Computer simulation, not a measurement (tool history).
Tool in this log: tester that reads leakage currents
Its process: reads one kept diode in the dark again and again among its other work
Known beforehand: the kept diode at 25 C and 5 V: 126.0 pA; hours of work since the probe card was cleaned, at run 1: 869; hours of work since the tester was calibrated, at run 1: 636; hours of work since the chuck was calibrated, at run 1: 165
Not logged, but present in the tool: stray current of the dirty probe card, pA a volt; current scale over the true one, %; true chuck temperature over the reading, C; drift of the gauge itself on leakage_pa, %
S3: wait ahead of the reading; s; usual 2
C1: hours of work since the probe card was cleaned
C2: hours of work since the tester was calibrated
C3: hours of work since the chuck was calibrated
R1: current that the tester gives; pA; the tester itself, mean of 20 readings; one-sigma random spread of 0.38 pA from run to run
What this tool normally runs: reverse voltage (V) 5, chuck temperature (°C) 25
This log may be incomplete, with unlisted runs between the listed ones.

run 1 hour=0 | reverse_voltage_(V)=5 chuck_temperature_(°C)=25 S3=2 | C1=869 C2=636 C3=165 | R1=134.95
run 2 hour=23 | reverse_voltage_(V)=5 chuck_temperature_(°C)=55 S3=2 | C1=886 C2=652 C3=181 | R1=1412.21
run 3 hour=41.7 | reverse_voltage_(V)=5 chuck_temperature_(°C)=25 S3=2 | C1=899 C2=666 C3=195 | R1=134.48
run 4 hour=62.2 | reverse_voltage_(V)=2.09 chuck_temperature_(°C)=25 S3=2 | C1=914 C2=680 C3=209 | R1=80.81
run 5 hour=84.4 | reverse_voltage_(V)=2.09 chuck_temperature_(°C)=25 S3=2 | C1=930 C2=696 C3=225 | R1=81.32
run 6 hour=106.2 | reverse_voltage_(V)=5 chuck_temperature_(°C)=22 S3=2 | C1=945 C2=712 C3=241 | R1=105.26
run 7 hour=121.4 | reverse_voltage_(V)=5 chuck_temperature_(°C)=22 S3=6.21 | C1=956 C2=723 C3=252 | R1=104.37
run 8 hour=134.2 | reverse_voltage_(V)=5 chuck_temperature_(°C)=22 S3=6.21 | C1=966 C2=732 C3=261 | R1=105.08
run 9 hour=157.9 | reverse_voltage_(V)=5 chuck_temperature_(°C)=22 S3=6.21 | C1=983 C2=749 C3=278 | R1=104.79
run 10 hour=175.1 | reverse_voltage_(V)=3.6 chuck_temperature_(°C)=25 S3=2 | C1=995 C2=761 C3=290 | R1=110.83
run 11 hour=201.6 | reverse_voltage_(V)=5 chuck_temperature_(°C)=25 S3=2 | C1=1014 C2=781 C3=309 | R1=134.18
run 12 hour=230.2 | reverse_voltage_(V)=5 chuck_temperature_(°C)=25 S3=2 | C1=1034 C2=801 C3=330 | R1=133.48
run 13 hour=256.1 | reverse_voltage_(V)=5 chuck_temperature_(°C)=35 S3=2 | C1=1053 C2=820 C3=349 | R1=301.6
run 14 hour=273.5 | reverse_voltage_(V)=5 chuck_temperature_(°C)=35 S3=2 | C1=1065 C2=832 C3=361 | R1=300.29
run 15 hour=302.6 | reverse_voltage_(V)=1.23 chuck_temperature_(°C)=25 S3=2 | C1=1086 C2=853 C3=382 | R1=59.74
run 16 hour=329.2 | reverse_voltage_(V)=5 chuck_temperature_(°C)=25 S3=2 | C1=1105 C2=872 C3=401 | R1=134.57
run 17 hour=349.4 | reverse_voltage_(V)=5 chuck_temperature_(°C)=25 S3=2 | C1=1120 C2=887 C3=416 | R1=134.39
run 18 hour=373.7 | reverse_voltage_(V)=5 chuck_temperature_(°C)=25 S3=2 | C1=1137 C2=904 C3=433 | R1=134.13
run 19 hour=400.3 | reverse_voltage_(V)=5 chuck_temperature_(°C)=35 S3=2 | C1=1157 C2=923 C3=452 | R1=299.83
run 20 hour=422 | reverse_voltage_(V)=11.79 chuck_temperature_(°C)=35 S3=2 | C1=1172 C2=939 C3=468 | R1=488.94
run 21 hour=452.3 | reverse_voltage_(V)=6.55 chuck_temperature_(°C)=43 S3=5.55 | C1=1194 C2=960 C3=489 | R1=652.48
run 22 hour=472.9 | reverse_voltage_(V)=2.09 chuck_temperature_(°C)=25 S3=3.5 | C1=1209 C2=975 C3=504 | R1=80.12
run 23 hour=501.4 | reverse_voltage_(V)=2.09 chuck_temperature_(°C)=25 S3=3.5 | C1=1229 C2=996 C3=525 | R1=79.94
run 24 hour=526.7 | reverse_voltage_(V)=4.73 chuck_temperature_(°C)=48 S3=1.4 | C1=1247 C2=1014 C3=543 | R1=795.63
run 25 hour=546 | reverse_voltage_(V)=8.45 chuck_temperature_(°C)=20 S3=2.5 | C1=1261 C2=1028 C3=557 | R1=125.29
run 26 hour=574.9 | reverse_voltage_(V)=1.43 chuck_temperature_(°C)=21 S3=2 | C1=1282 C2=1048 C3=577 | R1=46.28
-- hour=583.1 probe card cleaned and baked
run 27 hour=593.7 | reverse_voltage_(V)=4.15 chuck_temperature_(°C)=55 S3=8.55 | C1=8 C2=1060 C3=589 | R1=1234.99
run 28 hour=620 | reverse_voltage_(V)=5 chuck_temperature_(°C)=38 S3=2 | C1=26 C2=1079 C3=608 | R1=362.28
run 29 hour=645.2 | reverse_voltage_(V)=5 chuck_temperature_(°C)=28 S3=0.68 | C1=45 C2=1097 C3=626 | R1=158.14
run 30 hour=663.1 | reverse_voltage_(V)=5 chuck_temperature_(°C)=28 S3=0.68 | C1=57 C2=1110 C3=639 | R1=158.43
-- hour=673.2 chuck's temperature calibrated
run 31 hour=679.9 | reverse_voltage_(V)=6.57 chuck_temperature_(°C)=25 S3=2 | C1=68 C2=1120 C3=5 | R1=150.15
run 32 hour=699 | reverse_voltage_(V)=6.57 chuck_temperature_(°C)=25 S3=2 | C1=82 C2=1134 C3=18 | R1=150.3
run 33 hour=720.2 | reverse_voltage_(V)=2.44 chuck_temperature_(°C)=22 S3=2 | C1=97 C2=1149 C3=34 | R1=67.01
run 34 hour=735.3 | reverse_voltage_(V)=1.31 chuck_temperature_(°C)=26 S3=1.05 | C1=108 C2=1160 C3=45 | R1=67.94
run 35 hour=764.9 | reverse_voltage_(V)=1.31 chuck_temperature_(°C)=26 S3=1.05 | C1=129 C2=1181 C3=66 | R1=67.93
run 36 hour=778.4 | reverse_voltage_(V)=8.11 chuck_temperature_(°C)=34 S3=0.54 | C1=139 C2=1191 C3=76 | R1=366.07
run 37 hour=801.7 | reverse_voltage_(V)=8.11 chuck_temperature_(°C)=34 S3=0.54 | C1=156 C2=1208 C3=92 | R1=368.31
run 38 hour=821.6 | reverse_voltage_(V)=13.42 chuck_temperature_(°C)=45 S3=6.42 | C1=170 C2=1222 C3=106 | R1=1154.93
run 39 hour=846.8 | reverse_voltage_(V)=1.45 chuck_temperature_(°C)=25 S3=2 | C1=188 C2=1240 C3=125 | R1=65.54

Measured minus without-hidden-state, run by run (identical run-to-run variation in each term; gauge scatter may differ):
run=1 R1=+7.18
run=2 R1=-18.11
run=3 R1=+7.17
run=4 R1=+2.32
run=5 R1=+2.3
run=6 R1=+7.97
run=7 R1=+7.99
run=8 R1=+8.06
run=9 R1=+8.08
run=10 R1=+4.71
run=11 R1=+7.25
run=12 R1=+7.21
run=13 R1=+1.4
run=14 R1=+1.23
run=15 R1=+0.66
run=16 R1=+7.29
run=17 R1=+7.26
run=18 R1=+7.26
run=19 R1=+0.1
run=20 R1=+9.97
run=21 R1=-11.85
run=22 R1=+1.73
run=23 R1=+1.71
run=24 R1=-25.3
run=25 R1=+17.97
run=26 R1=+1.56
run=27 R1=-62.91
run=28 R1=-20.75
run=29 R1=-9.37
run=30 R1=-9.41
run=31 R1=+2.73
run=32 R1=+2.76
run=33 R1=+1.16
run=34 R1=+0.87
run=35 R1=+0.82
run=36 R1=+4.39
run=37 R1=+4.22
run=38 R1=+7.66
run=39 R1=+0.7

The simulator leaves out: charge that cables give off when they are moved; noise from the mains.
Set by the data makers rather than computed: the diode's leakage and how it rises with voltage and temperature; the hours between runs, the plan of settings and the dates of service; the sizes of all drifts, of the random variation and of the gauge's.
